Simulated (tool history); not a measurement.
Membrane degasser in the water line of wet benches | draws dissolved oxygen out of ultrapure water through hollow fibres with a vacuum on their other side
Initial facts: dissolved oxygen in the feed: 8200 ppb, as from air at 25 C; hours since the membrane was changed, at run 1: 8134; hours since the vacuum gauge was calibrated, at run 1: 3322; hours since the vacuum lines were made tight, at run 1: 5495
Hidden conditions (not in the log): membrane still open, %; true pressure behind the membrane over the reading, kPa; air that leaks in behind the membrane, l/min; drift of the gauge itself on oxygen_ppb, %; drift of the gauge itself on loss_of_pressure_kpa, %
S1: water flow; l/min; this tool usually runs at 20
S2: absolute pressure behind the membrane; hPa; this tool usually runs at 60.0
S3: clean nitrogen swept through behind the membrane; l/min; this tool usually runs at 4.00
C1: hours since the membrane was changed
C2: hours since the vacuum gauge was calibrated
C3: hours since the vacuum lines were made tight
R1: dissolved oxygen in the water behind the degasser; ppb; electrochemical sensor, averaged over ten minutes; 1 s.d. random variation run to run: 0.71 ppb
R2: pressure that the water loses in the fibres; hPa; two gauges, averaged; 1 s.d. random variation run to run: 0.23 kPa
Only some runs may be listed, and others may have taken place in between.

| run | hour | S1 | S2 | S3 | C1 | C2 | C3 | R1 | R2 |
|---|---|---|---|---|---|---|---|---|---|
| 1 | 0.0 | 20 | 60.0 | 4.00 | 8134 | 3322 | 5495 | 87.8 | 629.8 |
| 2 | 307.5 | 20 | 60.0 | 7.09 | 8441 | 3630 | 5802 | 74.6 | 632.3 |
| 3 | 529.8 | 20 | 99.6 | 4.00 | 8664 | 3852 | 6025 | 139.8 | 636.6 |
| 4 | 766.6 | 20 | 50.6 | 4.00 | 8900 | 4089 | 6262 | 80.5 | 638.6 |
| 5 | 935.6 | 20 | 60.0 | 4.00 | 9069 | 4258 | 6431 | 90.3 | 638.7 |
| 6 | 1198.2 | 20 | 60.0 | 4.00 | 9332 | 4520 | 6693 | 90.7 | 643.0 |
|  | 1531.7 | seals of the vacuum lines changed |
| 7 | 1560.8 | 20 | 60.0 | 4.00 | 9693 | 4881 | 29 | 94.6 | 641.8 |
| 8 | 1934.0 | 20 | 60.0 | 4.00 | 10066 | 5254 | 402 | 97.8 | 645.6 |
| 9 | 2190.2 | 20 | 60.0 | 4.00 | 10322 | 5511 | 659 | 96.4 | 648.1 |
| 10 | 2509.2 | 20 | 60.0 | 3.48 | 10641 | 5829 | 978 | 102.5 | 649.3 |
| 11 | 2837.0 | 20 | 145.3 | 4.00 | 10969 | 6157 | 1305 | 198.7 | 652.4 |
| 12 | 3208.3 | 20 | 145.3 | 4.00 | 11340 | 6529 | 1677 | 199.1 | 655.7 |
| 13 | 3480.4 | 25 | 135.9 | 4.00 | 11612 | 6801 | 1949 | 266.0 | 823.1 |
|  | 3677.2 | membrane cartridge changed |
| 14 | 3812.3 | 15 | 60.0 | 4.00 | 135 | 7129 | 2277 | 42.0 | 426.1 |
| 15 | 4081.4 | 28 | 87.8 | 5.12 | 404 | 7398 | 2546 | 159.6 | 799.6 |

Results per run with the tool's hidden condition removed, run-to-run variation unchanged:
| run | R1 | R2 |
|---|---|---|
| 1 | 64.6 | 571.6 |
| 2 | 50.9 | 571.8 |
| 3 | 113.9 | 574.2 |
| 4 | 54.0 | 574.2 |
| 5 | 63.6 | 573.2 |
| 6 | 63.3 | 574.9 |
| 7 | 65.0 | 571.2 |
| 8 | 66.0 | 571.6 |
| 9 | 64.3 | 571.9 |
| 10 | 68.6 | 570.6 |
| 11 | 164.1 | 570.9 |
| 12 | 162.9 | 571.0 |
| 13 | 208.4 | 714.2 |
| 14 | 37.8 | 425.4 |
| 15 | 152.1 | 796.2 |

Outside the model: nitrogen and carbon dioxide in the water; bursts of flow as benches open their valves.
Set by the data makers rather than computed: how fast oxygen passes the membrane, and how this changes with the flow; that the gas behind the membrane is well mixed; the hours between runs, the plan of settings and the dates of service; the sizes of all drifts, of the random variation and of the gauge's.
